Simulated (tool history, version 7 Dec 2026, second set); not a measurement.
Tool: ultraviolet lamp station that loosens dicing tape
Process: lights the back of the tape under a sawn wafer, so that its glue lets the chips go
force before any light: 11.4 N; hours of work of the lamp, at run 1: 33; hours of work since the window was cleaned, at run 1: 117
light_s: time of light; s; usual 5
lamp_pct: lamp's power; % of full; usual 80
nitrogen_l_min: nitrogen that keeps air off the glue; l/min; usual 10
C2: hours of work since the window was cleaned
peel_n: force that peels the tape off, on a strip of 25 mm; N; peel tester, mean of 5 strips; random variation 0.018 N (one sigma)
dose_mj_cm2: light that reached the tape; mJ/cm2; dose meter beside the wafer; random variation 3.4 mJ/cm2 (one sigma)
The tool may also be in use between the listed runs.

Run 1, day 0: usual settings; hours of work of the lamp 33; C2 117. Result: peel_n 1.147 N, dose_mj_cm2 492 mJ/cm2.
Run 2, day 0.633: usual settings; hours of work of the lamp 41; C2 124. Result: peel_n 1.122 N, dose_mj_cm2 488 mJ/cm2.
Run 3, day 1.062: usual settings; hours of work of the lamp 46; C2 130. Result: peel_n 1.156 N, dose_mj_cm2 489 mJ/cm2.
Run 4, day 1.512: usual settings; hours of work of the lamp 52; C2 135. Result: peel_n 1.163 N, dose_mj_cm2 483 mJ/cm2.
Run 5, day 2.088: usual settings; hours of work of the lamp 59; C2 142. Result: peel_n 1.188 N, dose_mj_cm2 478 mJ/cm2.
At day 2.158: window cleaned of glue's vapour.
Run 6, day 2.546: usual settings but light_s 4 s; hours of work of the lamp 64; C2 5. Result: peel_n 1.934 N, dose_mj_cm2 370 mJ/cm2.
Run 7, day 3.029: usual settings but light_s 8 s, lamp_pct 74 % of full, nitrogen_l_min 6 l/min; hours of work of the lamp 70; C2 11. Result: peel_n 0.87 N, dose_mj_cm2 686 mJ/cm2.
Run 8, day 3.612: usual settings but light_s 4 s, lamp_pct 74 % of full, nitrogen_l_min 5 l/min; hours of work of the lamp 77; C2 18. Result: peel_n 3.397 N, dose_mj_cm2 337 mJ/cm2.
Run 9, day 4.15: usual settings but light_s 9 s, lamp_pct 74 % of full, nitrogen_l_min 17 l/min; hours of work of the lamp 84; C2 24. Result: peel_n 0.22 N, dose_mj_cm2 753 mJ/cm2.
Run 10, day 4.771: usual settings but light_s 9 s, lamp_pct 74 % of full, nitrogen_l_min 17 l/min; hours of work of the lamp 91; C2 32. Result: peel_n 0.218 N, dose_mj_cm2 754 mJ/cm2.
Run 11, day 5.212: usual settings but lamp_pct 65 % of full; hours of work of the lamp 97; C2 37. Result: peel_n 2.076 N, dose_mj_cm2 359 mJ/cm2.

4 ways to go on from here, each from the tool as it stands after run 11. What would each give?
Run A, day 5.875: usual settings but lamp_pct 66 % of full, nitrogen_l_min 6 l/min; hours of work of the lamp 105; C2 45. Result: peel_n ?, dose_mj_cm2 ?.
Run B, day 5.875: usual settings but light_s 3 s, lamp_pct 65 % of full, nitrogen_l_min 4 l/min; hours of work of the lamp 105; C2 45. Result: peel_n ?, dose_mj_cm2 ?.
Run C, day 5.875: usual settings but lamp_pct 65 % of full, nitrogen_l_min 11 l/min; hours of work of the lamp 105; C2 45. Result: peel_n ?, dose_mj_cm2 ?.
Run D, day 5.875: usual settings but light_s 8 s, lamp_pct 65 % of full, nitrogen_l_min 5 l/min; hours of work of the lamp 105; C2 45. Result: peel_n ?, dose_mj_cm2 ?.

run  peel_n  dose_mj_cm2
  A    2.71          359
  B   5.598          214
  C   1.923          361
  D   1.528          580
Without the tool's hidden state the same runs would have given:
run  peel_n  dose_mj_cm2
  A   1.982          442
  B   4.783          264
  C     1.3          443
  D   0.984          711
